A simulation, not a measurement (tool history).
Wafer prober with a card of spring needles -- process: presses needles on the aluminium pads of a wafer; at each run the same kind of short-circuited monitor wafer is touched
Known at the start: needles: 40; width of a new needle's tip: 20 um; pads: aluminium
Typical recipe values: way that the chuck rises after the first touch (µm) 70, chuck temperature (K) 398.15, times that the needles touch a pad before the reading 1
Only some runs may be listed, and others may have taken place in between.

run    day  way that the chuck rises after the first touch (µm)  chuck temperature (K)  times that the needles touch a pad before the reading  resistance of one needle with its contact and lead (mohm)  way that a needle slides on the pad (µm)
  1  0.000                                                   70                 398.15                                                      1                                                        175                                      9.63
     0.362  -- tips cleaned on abrasive film
  2  0.579                                                   70                 398.15                                                      1                                                        179                                      9.65
     0.771  -- tips cleaned on abrasive film
  3  0.896                                                   70                 398.15                                                      1                                                        180                                      9.66
     1.162  -- tips cleaned on abrasive film
  4  1.408                                                   70                 398.15                                                      1                                                        177                                      9.69
     1.571  -- tips cleaned on abrasive film
     1.979  -- tips cleaned on abrasive film
  5  1.979                                                   70                 398.15                                                      1                                                        179                                      9.71
     2.400  -- tips cleaned on abrasive film
  6  2.521                                                   70                 398.15                                                      1                                                        176                                      9.71
     2.792  -- tips cleaned on abrasive film
  7  3.067                                                   70                 348.15                                                      1                                                        166                                      9.72
     3.183  -- tips cleaned on abrasive film
  8  3.558                                                   69                 348.15                                                      1                                                        169                                      9.58
     3.612  -- tips cleaned on abrasive film
     4.029  -- tips cleaned on abrasive film
  9  4.108                                                   68                 299.15                                                      2                                                        160                                      9.46
     4.421  -- tips cleaned on abrasive film
 10  4.667                                                   68                 299.15                                                      2                                                        159                                      9.48
     4.821  -- tips cleaned on abrasive film
     5.229  -- tips cleaned on abrasive film
 11  5.321                                                   68                 299.15                                                      3                                                        164                                      9.50
     5.625  -- tips cleaned on abrasive film
 12  5.767                                                   58                 350.15                                                      3                                                        174                                      8.12
     6.038  -- tips cleaned on abrasive film
 13  6.175                                                   60                 309.15                                                      1                                                        164                                      8.42
     6.458  -- tips cleaned on abrasive film
 14  6.558                                                   70                 398.15                                                      2                                                        178                                      9.81
     6.858  -- tips cleaned on abrasive film
 15  7.083                                                   70                 354.15                                                      3                                                        172                                      9.78

Forecast each of these 4 alternatives for the next run:
     7.254  -- tips cleaned on abrasive film
     7.658  -- tips cleaned on abrasive film
  A  7.658                                                   74                 312.15                                                      1                                                          ?                                         ?
     7.254  -- tips cleaned on abrasive film
     7.658  -- tips cleaned on abrasive film
  B  7.658                                                   76                 398.15                                                      1                                                          ?                                         ?
     7.254  -- tips cleaned on abrasive film
     7.658  -- tips cleaned on abrasive film
  C  7.658                                                   84                 335.15                                                      2                                                          ?                                         ?
     7.254  -- tips cleaned on abrasive film
     7.658  -- tips cleaned on abrasive film
  D  7.658                                                   82                 314.15                                                      2                                                          ?                                         ?

run  resistance of one needle with its contact and lead (mohm)  way that a needle slides on the pad (µm)
  A                                                        160                                     10.39
  B                                                        177                                     10.68
  C                                                        163                                     11.78
  D                                                        160                                     11.52
Take away the tool's hidden state, keep each run's random variation, and the runs would have read:
run  resistance of one needle with its contact and lead (mohm)  way that a needle slides on the pad (µm)
  A                                                        160                                     10.19
  B                                                        177                                     10.47
  C                                                        163                                     11.55
  D                                                        160                                     11.30

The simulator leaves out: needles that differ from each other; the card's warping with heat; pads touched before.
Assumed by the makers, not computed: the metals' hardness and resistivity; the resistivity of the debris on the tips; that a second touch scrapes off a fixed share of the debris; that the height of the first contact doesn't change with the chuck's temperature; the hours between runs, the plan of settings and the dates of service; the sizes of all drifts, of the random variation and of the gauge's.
